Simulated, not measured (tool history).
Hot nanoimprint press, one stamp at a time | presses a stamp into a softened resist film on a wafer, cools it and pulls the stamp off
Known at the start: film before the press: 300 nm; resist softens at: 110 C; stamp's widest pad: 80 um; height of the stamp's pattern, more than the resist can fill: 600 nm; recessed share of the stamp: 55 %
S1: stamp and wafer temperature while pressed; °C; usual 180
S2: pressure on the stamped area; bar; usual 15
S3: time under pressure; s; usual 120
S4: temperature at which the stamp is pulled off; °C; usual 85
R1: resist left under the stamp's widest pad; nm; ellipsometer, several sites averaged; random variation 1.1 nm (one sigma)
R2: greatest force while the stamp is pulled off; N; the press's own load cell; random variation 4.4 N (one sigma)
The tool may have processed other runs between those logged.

run,hour,S1,S2,S3,S4,R1,R2
1,0,180,15,120,85,170.5,266
2,20.1,180,15,120,85,170.9,260
3,39.3,180,15,120,85,170.4,265
4,69.9,180,15,120,85,171.5,280
5,107.1,180,15,120,85,171.2,285
6,143.7,180,15,192,85,149.5,292
# hour 163.1: stamp cleaned and given a new release coat
7,179.9,180,15,192,85,149,220
8,198.7,180,15,192,85,149,210
9,215.7,180,15,192,85,151.5,218
# hour 236.8: plate thermocouple calibrated
10,257.6,180,15,192,85,149.9,230
11,284.1,180,15,192,85,149.2,246
12,319.7,180,15,120,85,173.8,240
# hour 340.9: plate thermocouple calibrated, once more
13,342.1,180,15,120,85,171.3,250
14,360.4,180,15,120,91,169.9,206
15,378.5,180,15,120,85,171.2,242
16,397.5,185,16.7,67,81,172.4,290
17,416.9,185,13.3,67,83,189.5,281
18,456.6,168,23.7,205,91,163.5,220
19,476.7,180,16.3,120,74,165.1,366
20,515.6,180,15.7,120,74,167.5,381
21,538.6,188,9.5,120,85,176.6,298
22,565.4,188,9.5,120,85,178.2,290
# hour 579.4: stamp cleaned and given a new release coat
23,608.9,188,19,120,85,125.8,220
24,630,188,19,120,85,126.6,219
25,664.6,181,9.3,78,80,230.6,259
26,702.2,174,13,78,80,231.8,269
27,742.3,187,15,61,85,178.2,250
28,767.2,187,15,61,85,178.3,258
29,786.2,187,15,61,91,178.5,205

Here are 3 independent what-if runs from the current tool condition. What would each one return?
A,811.5,180,11.6,120,86,?,?
B,811.5,187,15.6,61,91,?,?
C,811.5,180,10.8,120,85,?,?

run,R1,R2
A,198,252
B,176.4,206
C,200.6,270
Without the tool's unlogged condition, the same runs would have read:
run,R1,R2
A,190.7,205
B,167.4,167
C,193.9,220
